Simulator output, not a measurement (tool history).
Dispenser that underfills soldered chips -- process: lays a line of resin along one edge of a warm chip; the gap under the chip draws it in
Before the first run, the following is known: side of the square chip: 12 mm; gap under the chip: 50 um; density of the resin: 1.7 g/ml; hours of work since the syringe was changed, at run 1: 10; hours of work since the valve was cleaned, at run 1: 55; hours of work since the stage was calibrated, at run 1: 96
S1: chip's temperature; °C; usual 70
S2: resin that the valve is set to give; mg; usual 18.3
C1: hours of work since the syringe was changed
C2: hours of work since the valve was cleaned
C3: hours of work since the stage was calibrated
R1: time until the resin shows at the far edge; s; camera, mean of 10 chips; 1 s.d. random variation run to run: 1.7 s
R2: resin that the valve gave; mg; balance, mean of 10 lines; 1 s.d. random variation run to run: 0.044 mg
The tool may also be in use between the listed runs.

run,hour,S1,S2,C1,C2,C3,R1,R2
1,0,70,18.3,10,55,96,324,17.77
# hour 2.7: dispensing valve cleaned and set on the balance
# hour 4.9: new syringe of resin
2,6.1,70,18.3,1,2,99,177.5,18.19
3,10.6,70,17.8,4,5,103,215.8,17.7
4,16.5,70,20.2,8,9,107,280.7,20.1
5,21.7,70,20.6,12,13,110,374,20.43
# hour 22.7: new syringe of resin
6,26.4,82,18.3,3,16,113,112.7,18.08
7,32,65,18.3,6,20,117,312.5,18.08
8,37,65,18.3,10,23,121,401.5,17.96
# hour 40.8: new syringe of resin
9,40.9,73,18.3,0,26,123,140.3,17.96
10,46.4,70,18.3,4,29,127,211.7,18.05
11,50.6,70,18.3,7,32,130,262.7,17.93
12,53.6,70,18.3,9,34,132,302.5,17.92
13,57.2,70,18.3,11,37,134,360.2,17.93
# hour 58.7: new syringe of resin
14,61.1,70,18.3,2,39,137,182,17.86
15,66.5,70,15.8,5,43,140,241.7,15.35
16,70.4,70,15.8,8,46,143,299.9,15.39
17,74.6,62,18.3,11,48,146,499.3,17.73
# hour 76.8: new syringe of resin
18,80,62,18.3,2,52,149,267.3,17.77
19,84.1,80,16.6,5,55,152,152.6,16.09
# hour 86.7: dispensing valve cleaned and set on the balance
20,90.4,80,16.6,9,3,156,194.5,16.53
21,94.5,73,17.2,11,5,159,322.7,17.07
# hour 95.7: new syringe of resin
22,98.5,73,17.2,2,8,161,164.1,17.09
23,104,80,20.1,6,12,165,153.7,19.89

Expected results for the next run?
24,107.7,67,18.3,8,14,167,?,?

Run 24 gave R1 324.5 s, R2 18.07 mg.
With the hidden condition absent and the run-to-run variation left alone, this run would have shown R1 186.2 s, R2 18.26 mg.

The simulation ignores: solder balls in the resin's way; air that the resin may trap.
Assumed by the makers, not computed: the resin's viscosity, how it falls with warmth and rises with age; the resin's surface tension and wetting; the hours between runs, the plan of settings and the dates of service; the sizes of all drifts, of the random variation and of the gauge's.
